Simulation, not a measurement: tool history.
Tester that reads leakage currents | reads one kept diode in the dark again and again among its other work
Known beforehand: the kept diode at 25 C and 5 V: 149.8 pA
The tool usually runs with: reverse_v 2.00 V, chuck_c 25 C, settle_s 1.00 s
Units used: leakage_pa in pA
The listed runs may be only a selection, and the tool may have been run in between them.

Run 1, day 0.000: usual settings. Result: leakage_pa 93.57 pA.
Run 2, day 1.471: usual settings. Result: leakage_pa 94.15 pA.
Run 3, day 3.317: usual settings but settle_s 3.66 s. Result: leakage_pa 93.48 pA.
Run 4, day 5.354: usual settings but settle_s 3.66 s. Result: leakage_pa 94.26 pA.
Run 5, day 7.975: usual settings. Result: leakage_pa 94.08 pA.
Run 6, day 10.083: usual settings. Result: leakage_pa 93.92 pA.
Run 7, day 12.408: usual settings. Result: leakage_pa 94.52 pA.
Run 8, day 13.946: usual settings. Result: leakage_pa 93.44 pA.
Run 9, day 16.233: usual settings. Result: leakage_pa 94.13 pA.
Run 10, day 17.829: usual settings but settle_s 5.45 s. Result: leakage_pa 94.01 pA.
Run 11, day 20.179: usual settings but settle_s 5.45 s. Result: leakage_pa 93.48 pA.
Run 12, day 21.592: usual settings but settle_s 5.45 s. Result: leakage_pa 94.08 pA.
Run 13, day 23.438: usual settings but settle_s 5.45 s. Result: leakage_pa 93.70 pA.
Run 14, day 25.117: usual settings but settle_s 5.45 s. Result: leakage_pa 93.47 pA.
Run 15, day 26.575: usual settings but settle_s 5.45 s. Result: leakage_pa 94.11 pA.
Run 16, day 28.421: usual settings but reverse_v 6.59 V. Result: leakage_pa 173.99 pA.
Run 17, day 29.846: usual settings but reverse_v 9.17 V. Result: leakage_pa 207.77 pA.
Run 18, day 32.671: usual settings but reverse_v 9.17 V. Result: leakage_pa 207.15 pA.
Run 19, day 34.150: usual settings but reverse_v 9.17 V. Result: leakage_pa 206.36 pA.
Run 20, day 35.483: usual settings but reverse_v 18.61 V. Result: leakage_pa 298.18 pA.
Run 21, day 38.112: usual settings but reverse_v 6.94 V, chuck_c 34 C, settle_s 0.68 s. Result: leakage_pa 396.00 pA.
Run 22, day 40.279: usual settings but reverse_v 6.52 V, chuck_c 23 C, settle_s 0.46 s. Result: leakage_pa 145.11 pA.
Run 23, day 42.729: usual settings but chuck_c 35 C, settle_s 4.71 s. Result: leakage_pa 227.47 pA.
Run 24, day 44.450: usual settings but chuck_c 35 C, settle_s 4.71 s. Result: leakage_pa 227.67 pA.
Run 25, day 46.642: usual settings but chuck_c 35 C, settle_s 4.71 s. Result: leakage_pa 227.10 pA.
Run 26, day 48.712: usual settings but chuck_c 30 C, settle_s 1.99 s. Result: leakage_pa 147.15 pA.
Run 27, day 50.250: usual settings but reverse_v 11.32 V, chuck_c 57 C, settle_s 0.39 s. Result: leakage_pa 3247.42 pA.
Run 28, day 51.479: usual settings but reverse_v 1.13 V, chuck_c 52 C, settle_s 0.39 s. Result: leakage_pa 681.64 pA.
Run 29, day 53.029: usual settings but reverse_v 1.13 V, chuck_c 52 C, settle_s 0.39 s. Result: leakage_pa 679.03 pA.
Run 30, day 54.392: usual settings but reverse_v 1.89 V, chuck_c 36 C, settle_s 6.08 s. Result: leakage_pa 241.60 pA.
Run 31, day 55.592: usual settings but reverse_v 4.01 V, chuck_c 20 C, settle_s 8.75 s. Result: leakage_pa 84.29 pA.
Run 32, day 57.238: usual settings but chuck_c 41 C. Result: leakage_pa 377.27 pA.
Run 33, day 59.758: usual settings but chuck_c 41 C. Result: leakage_pa 379.50 pA.
Run 34, day 61.567: usual settings but reverse_v 2.15 V, chuck_c 42 C, settle_s 2.23 s. Result: leakage_pa 427.53 pA.
Run 35, day 64.271: usual settings but reverse_v 6.49 V, chuck_c 22 C, settle_s 9.03 s. Result: leakage_pa 130.21 pA.
Run 36, day 66.750: usual settings but reverse_v 3.46 V, chuck_c 23 C, settle_s 1.80 s. Result: leakage_pa 103.72 pA.
Run 37, day 69.450: usual settings but reverse_v 3.46 V, chuck_c 23 C, settle_s 1.80 s. Result: leakage_pa 103.25 pA.
Run 38, day 72.112: usual settings but reverse_v 16.19 V, chuck_c 56 C, settle_s 1.11 s. Result: leakage_pa 3605.52 pA.
Run 39, day 73.712: usual settings but reverse_v 4.76 V, settle_s 5.03 s. Result: leakage_pa 145.60 pA.

Below are 5 alternative next runs, each starting from the tool's condition after run 39. Predict each:
Run A, day 75.525: usual settings but chuck_c 36 C, settle_s 0.49 s. Result: leakage_pa ?.
Run B, day 75.525: usual settings but reverse_v 4.76 V, chuck_c 32 C, settle_s 5.03 s. Result: leakage_pa ?.
Run C, day 75.525: usual settings but reverse_v 9.49 V, chuck_c 38 C, settle_s 0.99 s. Result: leakage_pa ?.
Run D, day 75.525: usual settings but reverse_v 3.78 V, chuck_c 50 C, settle_s 4.08 s. Result: leakage_pa ?.
Run E, day 75.525: usual settings but reverse_v 2.30 V, chuck_c 40 C, settle_s 1.16 s. Result: leakage_pa ?.

run  leakage_pa
  A      247.47
  B      275.05
  C      655.87
  D     1080.35
  E      374.27
With the hidden condition removed and each run's random variation left untouched, the same runs would have given:
run  leakage_pa
  A      247.23
  B      274.74
  C      655.18
  D     1079.41
  E      373.91

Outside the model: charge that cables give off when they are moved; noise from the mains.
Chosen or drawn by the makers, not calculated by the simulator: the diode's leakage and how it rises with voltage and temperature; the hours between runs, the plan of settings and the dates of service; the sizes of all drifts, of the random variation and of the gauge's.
